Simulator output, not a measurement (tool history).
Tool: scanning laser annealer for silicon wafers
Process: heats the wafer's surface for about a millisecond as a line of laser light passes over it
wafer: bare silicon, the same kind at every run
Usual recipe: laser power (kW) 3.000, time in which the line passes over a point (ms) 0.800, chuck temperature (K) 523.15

run	hour	laser power (kW)	time in which the line passes over a point (ms)	chuck temperature (K)	highest temperature of the surface (K)
1	0.0	3.000	0.800	523.15	1198.15
# hour 76.0: window over the wafer cleaned
2	77.7	3.000	0.800	523.15	1250.15
3	147.8	3.000	0.800	523.15	1245.15
4	217.8	3.000	0.846	523.15	1259.15
5	271.9	3.031	0.800	523.15	1247.15
6	326.8	3.031	0.800	523.15	1241.15
7	401.9	3.000	0.800	502.15	1204.15
8	438.4	3.000	0.800	531.15	1230.15
9	521.0	3.000	0.800	523.15	1218.15
10	572.4	3.000	0.800	523.15	1210.15
11	611.5	3.000	0.800	523.15	1210.15
12	691.2	3.000	0.800	523.15	1202.15
13	740.4	3.000	0.800	489.15	1164.15
14	807.7	3.000	0.800	489.15	1156.15
15	844.3	2.723	0.800	483.15	1070.15
# hour 860.4: window over the wafer cleaned
16	898.4	2.929	0.677	551.15	1194.15
17	955.6	3.040	0.888	489.15	1243.15
# hour 978.4: optics aligned, line set to its width
18	1004.1	3.280	0.621	558.15	1292.15
19	1038.3	2.710	0.965	557.15	1248.15
20	1092.0	2.645	0.620	488.15	1032.15
21	1158.7	3.072	0.802	488.15	1223.15
22	1225.5	2.568	0.992	520.15	1152.15
23	1280.0	3.230	0.916	520.15	1344.15
24	1345.7	2.739	0.938	529.15	1189.15
25	1425.1	2.667	0.761	563.15	1146.15
26	1472.9	2.818	0.607	524.15	1084.15
27	1556.9	2.818	0.667	524.15	1101.15
28	1630.8	2.818	0.667	524.15	1095.15

Alternative continuations, all from the tool just after run 28; predict every row:
# hour 1649.0: window over the wafer cleaned
A	1694.9	3.000	0.567	523.15	?
# hour 1649.0: window over the wafer cleaned
B	1694.9	2.692	0.687	534.15	?
# hour 1649.0: window over the wafer cleaned
C	1694.9	2.818	0.667	506.15	?
# hour 1649.0: window over the wafer cleaned
D	1694.9	3.000	0.654	519.15	?
# hour 1649.0: window over the wafer cleaned
E	1694.9	3.109	0.800	523.15	?

run	highest temperature of the surface (K)
A	1147.15
B	1117.15
C	1120.15
D	1178.15
E	1280.15
Stripped of hidden state, with their random variation kept, the same runs would have yielded:
run	highest temperature of the surface (K)
A	1176.15
B	1144.15
C	1148.15
D	1208.15
E	1315.15
